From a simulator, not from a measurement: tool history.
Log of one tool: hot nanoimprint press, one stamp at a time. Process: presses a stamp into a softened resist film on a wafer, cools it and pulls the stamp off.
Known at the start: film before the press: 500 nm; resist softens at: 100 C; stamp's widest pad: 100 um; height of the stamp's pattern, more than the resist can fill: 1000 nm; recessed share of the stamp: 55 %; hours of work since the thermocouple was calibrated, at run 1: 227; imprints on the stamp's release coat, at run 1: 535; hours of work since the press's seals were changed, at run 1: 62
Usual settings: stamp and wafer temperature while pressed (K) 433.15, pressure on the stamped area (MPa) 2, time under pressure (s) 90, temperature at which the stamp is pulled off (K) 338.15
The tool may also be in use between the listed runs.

| run | hour | stamp and wafer temperature while pressed (K) | pressure on the stamped area (MPa) | time under pressure (s) | temperature at which the stamp is pulled off (K) | hours of work since the thermocouple was calibrated | imprints on the stamp's release coat | hours of work since the press's seals were changed | resist left under the stamp's widest pad (nm) | greatest force while the stamp is pulled off (N) |
|---|---|---|---|---|---|---|---|---|---|---|
| 1 | 0 | 433.15 | 2 | 90 | 338.15 | 227 | 535 | 62 | 210.5 | 263 |
| 2 | 8.3 | 433.15 | 2 | 90 | 338.15 | 232 | 565 | 67 | 208 | 262 |
| 3 | 15.6 | 433.15 | 2 | 90 | 338.15 | 237 | 591 | 72 | 208.8 | 252 |
| 4 | 21.7 | 433.15 | 2 | 90 | 338.15 | 241 | 612 | 76 | 208.6 | 270 |
| 5 | 30.9 | 433.15 | 2 | 147 | 338.15 | 247 | 645 | 82 | 169.1 | 271 |
| 6 | 37.1 | 433.15 | 2 | 147 | 338.15 | 251 | 667 | 86 | 169.5 | 269 |
| 7 | 42.8 | 433.15 | 2 | 90 | 338.15 | 255 | 688 | 90 | 209.3 | 279 |
| 8 | 52 | 433.15 | 2 | 90 | 338.15 | 260 | 720 | 95 | 207.5 | 272 |
| 9 | 60.5 | 433.15 | 2 | 90 | 338.15 | 266 | 750 | 101 | 206.2 | 275 |
| 10 | 65 | 428.15 | 2 | 90 | 338.15 | 269 | 766 | 104 | 282.7 | 270 |
| 11 | 71.1 | 434.15 | 2 | 90 | 338.15 | 273 | 788 | 108 | 193.1 | 267 |
| 12 | 80.4 | 434.15 | 2 | 90 | 338.15 | 279 | 821 | 114 | 195.4 | 273 |
| 13 | 88.7 | 433.15 | 2 | 64 | 338.15 | 284 | 851 | 119 | 236.7 | 284 |
|  | 92.2 | plate thermocouple calibrated |
| 14 | 100.2 | 433.15 | 2 | 64 | 338.15 | 5 | 881 | 125 | 228.7 | 277 |
| 15 | 107.4 | 432.15 | 2 | 90 | 338.15 | 10 | 906 | 129 | 213.1 | 279 |
|  | 112.2 | plate thermocouple calibrated, once more |
| 16 | 118.7 | 431.15 | 1.96 | 83 | 332.15 | 4 | 936 | 135 | 260.1 | 313 |
| 17 | 128.9 | 431.15 | 1.96 | 83 | 332.15 | 11 | 972 | 141 | 258.9 | 305 |
| 18 | 134.6 | 433.15 | 2 | 48 | 337.15 | 14 | 992 | 145 | 283.5 | 304 |
| 19 | 143.1 | 433.15 | 1.9 | 143 | 337.15 | 20 | 1023 | 150 | 185.9 | 301 |
| 20 | 147.7 | 433.15 | 2.39 | 77 | 332.15 | 23 | 1039 | 153 | 221 | 312 |
| 21 | 153 | 433.15 | 2.39 | 77 | 332.15 | 26 | 1058 | 157 | 220.4 | 305 |
| 22 | 158.2 | 443.15 | 1.48 | 78 | 326.15 | 30 | 1076 | 160 | 142.4 | 326 |
| 23 | 168 | 443.15 | 1.48 | 78 | 326.15 | 36 | 1111 | 166 | 140.6 | 325 |
| 24 | 173.6 | 443.15 | 1.5 | 63 | 326.15 | 39 | 1131 | 170 | 152 | 333 |
| 25 | 178.2 | 443.15 | 1.5 | 63 | 326.15 | 42 | 1148 | 173 | 152.5 | 330 |
| 26 | 184.5 | 426.15 | 2 | 48 | 333.15 | 46 | 1170 | 177 | 389.9 | 317 |
| 27 | 191.2 | 426.15 | 2 | 48 | 333.15 | 51 | 1194 | 181 | 386.2 | 316 |
| 28 | 198.7 | 433.15 | 1.24 | 92 | 334.15 | 56 | 1220 | 186 | 260.7 | 315 |
| 29 | 204.8 | 427.15 | 1.22 | 154 | 326.15 | 60 | 1242 | 190 | 308.5 | 338 |

Hidden state or all else? Some run-to-run changes of resist left under the stamp's widest pad (nm), split into what the settings, what came in and random variation would give without the hidden state, and what is left for the hidden state (with any gauge scatter that isn't in both results):
The hidden state here: true temperature over the reading, C; pressure that arrives at the usual setting, %; grip of the stamp's worn release coat, % over a new coat's; drift of the gauge itself on residual_nm, %; drift of the gauge itself on pull_off_n, %.
Run 13 -> 14: plate thermocouple calibrated. resist left under the stamp's widest pad (nm) -8: hidden state -8.3, all else +0.3.
Run 15 -> 16: stamp and wafer temperature while pressed (K) 432.15 -> 431.15, pressure on the stamped area (MPa) 2 -> 1.96, time under pressure (s) 90 -> 83, temperature at which the stamp is pulled off (K) 338.15 -> 332.15, plate thermocouple calibrated, once more. resist left under the stamp's widest pad (nm) +47: hidden state +24.8, all else +22.2.
Run 25 -> 26: stamp and wafer temperature while pressed (K) 443.15 -> 426.15, pressure on the stamped area (MPa) 1.5 -> 2, time under pressure (s) 63 -> 48, temperature at which the stamp is pulled off (K) 326.15 -> 333.15. resist left under the stamp's widest pad (nm) +237.4: hidden state -1.4, all else +238.8.
Run 27 -> 28: stamp and wafer temperature while pressed (K) 426.15 -> 433.15, pressure on the stamped area (MPa) 2 -> 1.24, time under pressure (s) 48 -> 92, temperature at which the stamp is pulled off (K) 333.15 -> 334.15. resist left under the stamp's widest pad (nm) -125.5: hidden state -1, all else -124.5.

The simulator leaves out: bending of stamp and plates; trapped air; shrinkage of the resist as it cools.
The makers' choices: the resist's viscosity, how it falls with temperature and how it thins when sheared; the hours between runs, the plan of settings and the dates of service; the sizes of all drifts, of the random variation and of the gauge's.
